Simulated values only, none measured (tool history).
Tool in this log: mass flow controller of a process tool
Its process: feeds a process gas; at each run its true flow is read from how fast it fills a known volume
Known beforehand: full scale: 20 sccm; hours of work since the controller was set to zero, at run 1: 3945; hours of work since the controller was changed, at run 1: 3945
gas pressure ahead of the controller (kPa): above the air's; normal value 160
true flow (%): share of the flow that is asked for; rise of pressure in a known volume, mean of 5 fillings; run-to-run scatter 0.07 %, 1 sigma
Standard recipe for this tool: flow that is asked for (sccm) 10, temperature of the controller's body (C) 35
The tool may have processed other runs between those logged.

run    hour  flow that is asked for (sccm)  gas pressure ahead of the controller (kPa)  temperature of the controller's body (C)  hours of work since the controller was set to zero  hours of work since the controller was changed  true flow (%)
  1     0.0                             10                                         160                                        35                                                3945                                            3945         100.17
  2   225.0                              6                                         160                                        35                                                4045                                            4045         100.77
  3   562.9                              6                                         160                                        35                                                4193                                            4193         100.87
  4   850.0                              6                                         160                                        35                                                4320                                            4320         100.82
  5  1207.0                              6                                         160                                        35                                                4477                                            4477         101.01
  6  1502.1                              6                                         160                                        35                                                4607                                            4607         101.17
  7  1790.5                             10                                         160                                        35                                                4734                                            4734         100.50
  8  2009.7                             10                                         160                                        35                                                4831                                            4831         100.63
  9  2185.7                             10                                         160                                        25                                                4908                                            4908         101.40
 10  2573.2                             10                                         160                                        25                                                5079                                            5079         101.72
 11  2833.1                             10                                         160                                        25                                                5193                                            5193         101.67
 12  3038.0                             10                                         160                                        25                                                5283                                            5283         101.64
 13  3409.8                             10                                         160                                        25                                                5447                                            5447         101.66
 14  3674.4                             10                                         160                                        25                                                5564                                            5564         101.81
     3773.3  -- controller's zero set anew
 15  3839.5                             10                                         160                                        35                                                  29                                            5636          99.24
 16  4226.7                             10                                         160                                        35                                                 200                                            5807          99.38
 17  4608.9                             10                                         160                                        35                                                 368                                            5975          99.49
 18  4823.1                             10                                         160                                        36                                                 462                                            6069          99.49
 19  5103.9                              6                                         172                                        32                                                 586                                            6193          99.79
 20  5307.3                             13                                         145                                        34                                                 676                                            6283          99.79
 21  5493.9                              4                                         219                                        27                                                 758                                            6365         100.48
 22  5670.8                              3                                         149                                        22                                                 836                                            6443         100.74
 23  5948.9                             10                                         160                                        27                                                 958                                            6565         100.37
 24  6248.6                              3                                         263                                        24                                                1090                                            6697         101.74
 25  6537.3                              3                                         263                                        24                                                1217                                            6824         101.84
 26  6923.6                              3                                         263                                        24                                                1387                                            6995         102.23
 27  7112.0                              3                                         237                                        37                                                1470                                            7078         101.17
 28  7494.5                              3                                         148                                        38                                                1639                                            7246         100.67
     7740.0  -- controller exchanged for a calibrated one
 29  7785.9                              3                                         148                                        38                                                  20                                              20          97.17
 30  7991.5                              3                                         148                                        38                                                 111                                             111          97.23
 31  8185.5                             12                                         146                                        30                                                 196                                             196          98.56
 32  8509.5                              6                                         154                                        40                                                 339                                             339          97.48
 33  8674.1                              6                                         154                                        40                                                 411                                             411          97.47
 34  9054.0                             18                                         243                                        22                                                 579                                             579         100.51

Predict each of these 3 candidate next runs independently; none follows another, all start after run 34:
  A  9394.7                             16                                         251                                        35                                                 729                                             729              ?
  B  9394.7                             18                                         243                                        39                                                 729                                             729              ?
  C  9394.7                              2                                         213                                        22                                                 729                                             729              ?

run  true flow (%)
  A          99.70
  B          99.37
  C         100.00
Without the tool's unlogged condition, the same runs would have read:
run  true flow (%)
  A          99.32
  B          99.01
  C          98.43

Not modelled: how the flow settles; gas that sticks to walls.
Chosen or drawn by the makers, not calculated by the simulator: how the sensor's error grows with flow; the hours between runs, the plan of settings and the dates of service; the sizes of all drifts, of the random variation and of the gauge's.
